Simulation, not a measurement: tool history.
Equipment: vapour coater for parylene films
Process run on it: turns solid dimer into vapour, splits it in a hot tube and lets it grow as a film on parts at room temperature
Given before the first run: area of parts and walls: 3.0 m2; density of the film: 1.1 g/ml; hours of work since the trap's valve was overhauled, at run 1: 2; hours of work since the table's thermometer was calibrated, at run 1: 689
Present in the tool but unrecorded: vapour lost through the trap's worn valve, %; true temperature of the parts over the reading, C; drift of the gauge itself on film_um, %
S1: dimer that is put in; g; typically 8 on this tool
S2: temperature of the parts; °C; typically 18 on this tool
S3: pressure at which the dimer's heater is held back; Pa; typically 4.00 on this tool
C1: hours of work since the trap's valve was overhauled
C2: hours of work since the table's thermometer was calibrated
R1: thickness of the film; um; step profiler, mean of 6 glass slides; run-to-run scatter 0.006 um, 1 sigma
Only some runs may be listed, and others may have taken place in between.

run 1 hour=0.0 | S1=8 S2=18 S3=4.00 | C1=2 C2=689 | R1=1.076
run 2 hour=46.2 | S1=8 S2=18 S3=4.00 | C1=39 C2=726 | R1=1.078
run 3 hour=87.9 | S1=8 S2=18 S3=4.00 | C1=72 C2=759 | R1=1.083
run 4 hour=111.9 | S1=8 S2=18 S3=4.00 | C1=91 C2=778 | R1=1.070
run 5 hour=147.0 | S1=8 S2=18 S3=4.00 | C1=119 C2=806 | R1=1.063
run 6 hour=182.5 | S1=5 S2=18 S3=4.00 | C1=147 C2=834 | R1=0.664
run 7 hour=220.0 | S1=8 S2=12 S3=4.00 | C1=177 C2=864 | R1=1.337
run 8 hour=269.8 | S1=8 S2=18 S3=4.00 | C1=216 C2=903 | R1=1.045
run 9 hour=310.6 | S1=8 S2=18 S3=10.24 | C1=249 C2=936 | R1=0.922
run 10 hour=352.3 | S1=8 S2=18 S3=10.24 | C1=282 C2=969 | R1=0.904
run 11 hour=379.3 | S1=8 S2=18 S3=10.24 | C1=303 C2=990 | R1=0.899
run 12 hour=428.4 | S1=8 S2=18 S3=9.82 | C1=342 C2=1029 | R1=0.904
run 13 hour=453.1 | S1=8 S2=18 S3=9.82 | C1=362 C2=1049 | R1=0.907
run 14 hour=477.6 | S1=8 S2=18 S3=4.00 | C1=381 C2=1068 | R1=1.032
run 15 hour=521.9 | S1=8 S2=18 S3=4.00 | C1=416 C2=1103 | R1=1.008
-- hour=560.8 trap's valve overhauled
-- hour=566.9 table's thermometer calibrated
run 16 hour=571.0 | S1=8 S2=18 S3=4.00 | C1=7 C2=3 | R1=1.139
run 17 hour=606.5 | S1=8 S2=18 S3=4.00 | C1=35 C2=31 | R1=1.127
run 18 hour=648.8 | S1=8 S2=18 S3=4.00 | C1=69 C2=65 | R1=1.128
run 19 hour=690.3 | S1=8 S2=18 S3=4.00 | C1=102 C2=98 | R1=1.111
run 20 hour=725.3 | S1=8 S2=18 S3=4.00 | C1=130 C2=126 | R1=1.118
run 21 hour=765.8 | S1=8 S2=18 S3=4.00 | C1=162 C2=158 | R1=1.106
run 22 hour=815.2 | S1=8 S2=15 S3=4.00 | C1=201 C2=197 | R1=1.240
run 23 hour=863.8 | S1=8 S2=21 S3=4.00 | C1=240 C2=236 | R1=0.967
run 24 hour=904.4 | S1=8 S2=21 S3=4.00 | C1=272 C2=268 | R1=0.970
run 25 hour=926.2 | S1=8 S2=21 S3=4.00 | C1=289 C2=285 | R1=0.975
run 26 hour=950.3 | S1=9 S2=12 S3=4.60 | C1=308 C2=304 | R1=1.514
run 27 hour=993.5 | S1=3 S2=24 S3=4.00 | C1=343 C2=339 | R1=0.307
run 28 hour=1018.5 | S1=8 S2=18 S3=8.08 | C1=362 C2=358 | R1=0.980
run 29 hour=1053.9 | S1=8 S2=18 S3=8.74 | C1=391 C2=387 | R1=0.965
run 30 hour=1084.9 | S1=5 S2=18 S3=3.51 | C1=415 C2=411 | R1=0.672
-- hour=1126.7 trap's valve overhauled
run 31 hour=1130.1 | S1=5 S2=18 S3=3.51 | C1=3 C2=444 | R1=0.705
run 32 hour=1171.6 | S1=11 S2=17 S3=6.52 | C1=36 C2=477 | R1=1.462
run 33 hour=1214.1 | S1=11 S2=17 S3=6.52 | C1=69 C2=510 | R1=1.459
run 34 hour=1260.5 | S1=11 S2=20 S3=2.26 | C1=106 C2=547 | R1=1.503
run 35 hour=1298.2 | S1=4 S2=12 S3=5.39 | C1=136 C2=577 | R1=0.665
run 36 hour=1328.0 | S1=4 S2=20 S3=6.53 | C1=160 C2=601 | R1=0.463
run 37 hour=1351.0 | S1=4 S2=20 S3=6.53 | C1=178 C2=619 | R1=0.457
run 38 hour=1390.1 | S1=4 S2=20 S3=6.53 | C1=209 C2=650 | R1=0.462
run 39 hour=1442.6 | S1=11 S2=21 S3=3.40 | C1=251 C2=692 | R1=1.335
run 40 hour=1481.6 | S1=11 S2=21 S3=3.40 | C1=282 C2=723 | R1=1.313
run 41 hour=1515.7 | S1=11 S2=21 S3=3.40 | C1=309 C2=750 | R1=1.304
run 42 hour=1543.4 | S1=8 S2=18 S3=4.00 | C1=331 C2=772 | R1=1.053
run 43 hour=1576.8 | S1=4 S2=13 S3=5.96 | C1=357 C2=798 | R1=0.611
run 44 hour=1624.1 | S1=4 S2=13 S3=5.96 | C1=395 C2=836 | R1=0.591

Measured result minus the same run's result without the hidden state. Both carry the same run-to-run variation, though not necessarily the same gauge scatter:
run=1 R1=-0.049
run=2 R1=-0.056
run=3 R1=-0.061
run=4 R1=-0.065
run=5 R1=-0.070
run=6 R1=-0.046
run=7 R1=-0.100
run=8 R1=-0.085
run=9 R1=-0.080
run=10 R1=-0.084
run=11 R1=-0.088
run=12 R1=-0.095
run=13 R1=-0.097
run=14 R1=-0.114
run=15 R1=-0.119
run=16 R1=-0.001
run=17 R1=-0.006
run=18 R1=-0.012
run=19 R1=-0.018
run=20 R1=-0.022
run=21 R1=-0.028
run=22 R1=-0.039
run=23 R1=-0.037
run=24 R1=-0.042
run=25 R1=-0.045
run=26 R1=-0.075
run=27 R1=-0.018
run=28 R1=-0.058
run=29 R1=-0.061
run=30 R1=-0.046
run=31 R1=-0.017
run=32 R1=-0.045
run=33 R1=-0.052
run=34 R1=-0.063
run=35 R1=-0.031
run=36 R1=-0.023
run=37 R1=-0.025
run=38 R1=-0.028
run=39 R1=-0.088
run=40 R1=-0.095
run=41 R1=-0.101
run=42 R1=-0.084
run=43 R1=-0.051
run=44 R1=-0.055
